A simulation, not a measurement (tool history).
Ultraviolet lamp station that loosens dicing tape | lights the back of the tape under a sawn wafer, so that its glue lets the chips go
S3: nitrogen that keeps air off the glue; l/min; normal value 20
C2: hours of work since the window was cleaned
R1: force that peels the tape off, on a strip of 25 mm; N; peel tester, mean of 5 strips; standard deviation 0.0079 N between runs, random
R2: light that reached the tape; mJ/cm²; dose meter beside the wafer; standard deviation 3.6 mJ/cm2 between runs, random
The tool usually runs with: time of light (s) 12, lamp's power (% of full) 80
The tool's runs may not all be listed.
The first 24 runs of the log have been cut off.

{"run": 25, "day": 48.796, "time of light (s)": 6, "lamp's power (% of full)": 93, "S3": 20, "hours of work of the lamp": 429, "C2": 387, "R1": 1.561, "R2": 230}
{"run": 26, "day": 50.842, "time of light (s)": 24, "lamp's power (% of full)": 69, "S3": 29, "hours of work of the lamp": 468, "C2": 426, "R1": 0.202, "R2": 667}
{"run": 27, "day": 53.75, "time of light (s)": 24, "lamp's power (% of full)": 86, "S3": 10, "hours of work of the lamp": 522, "C2": 480, "R1": 0.242, "R2": 778}
{"day": 56.133, "done": "window cleaned of glue's vapour"}
{"run": 28, "day": 56.133, "time of light (s)": 20, "lamp's power (% of full)": 76, "S3": 35, "hours of work of the lamp": 566, "C2": 0, "R1": 0.201, "R2": 623}
{"run": 29, "day": 57.446, "time of light (s)": 20, "lamp's power (% of full)": 76, "S3": 35, "hours of work of the lamp": 591, "C2": 25, "R1": 0.221, "R2": 616}
{"day": 59.429, "done": "lamp changed"}
{"run": 30, "day": 59.738, "time of light (s)": 6, "lamp's power (% of full)": 80, "S3": 33, "hours of work of the lamp": 6, "C2": 67, "R1": 1.04, "R2": 295}
{"run": 31, "day": 62.458, "time of light (s)": 13, "lamp's power (% of full)": 93, "S3": 20, "hours of work of the lamp": 57, "C2": 118, "R1": 0.201, "R2": 698}
{"run": 32, "day": 65.333, "time of light (s)": 17, "lamp's power (% of full)": 93, "S3": 20, "hours of work of the lamp": 111, "C2": 172, "R1": 0.118, "R2": 881}
{"run": 33, "day": 66.833, "time of light (s)": 8, "lamp's power (% of full)": 83, "S3": 17, "hours of work of the lamp": 139, "C2": 200, "R1": 0.969, "R2": 357}
{"run": 34, "day": 69.417, "time of light (s)": 13, "lamp's power (% of full)": 81, "S3": 11, "hours of work of the lamp": 187, "C2": 248, "R1": 0.527, "R2": 544}
{"run": 35, "day": 70.812, "time of light (s)": 13, "lamp's power (% of full)": 73, "S3": 8, "hours of work of the lamp": 213, "C2": 274, "R1": 0.778, "R2": 482}
{"run": 36, "day": 73.438, "time of light (s)": 14, "lamp's power (% of full)": 91, "S3": 12, "hours of work of the lamp": 262, "C2": 323, "R1": 0.36, "R2": 616}
{"run": 37, "day": 75.95, "time of light (s)": 14, "lamp's power (% of full)": 69, "S3": 7, "hours of work of the lamp": 309, "C2": 370, "R1": 0.963, "R2": 455}
{"run": 38, "day": 77.283, "time of light (s)": 22, "lamp's power (% of full)": 69, "S3": 10, "hours of work of the lamp": 334, "C2": 395, "R1": 0.324, "R2": 689}
{"run": 39, "day": 79.938, "time of light (s)": 22, "lamp's power (% of full)": 69, "S3": 6, "hours of work of the lamp": 384, "C2": 445, "R1": 0.505, "R2": 658}

3 options for the next run, each taken on its own from the tool as it stands now. Forecast them:
{"run": "A", "day": 82.096, "time of light (s)": 12, "lamp's power (% of full)": 63, "S3": 20, "hours of work of the lamp": 424, "C2": 485, "R1": "?", "R2": "?"}
{"run": "B", "day": 82.096, "time of light (s)": 8, "lamp's power (% of full)": 94, "S3": 7, "hours of work of the lamp": 424, "C2": 485, "R1": "?", "R2": "?"}
{"run": "C", "day": 82.096, "time of light (s)": 12, "lamp's power (% of full)": 94, "S3": 20, "hours of work of the lamp": 424, "C2": 485, "R1": "?", "R2": "?"}

run=A R1=1.061 R2=316
run=B R1=1.545 R2=312
run=C R1=0.524 R2=468
Without the tool's hidden state the same runs would have given:
run=A R1=0.517 R2=470
run=B R1=0.886 R2=465
run=C R1=0.210 R2=696
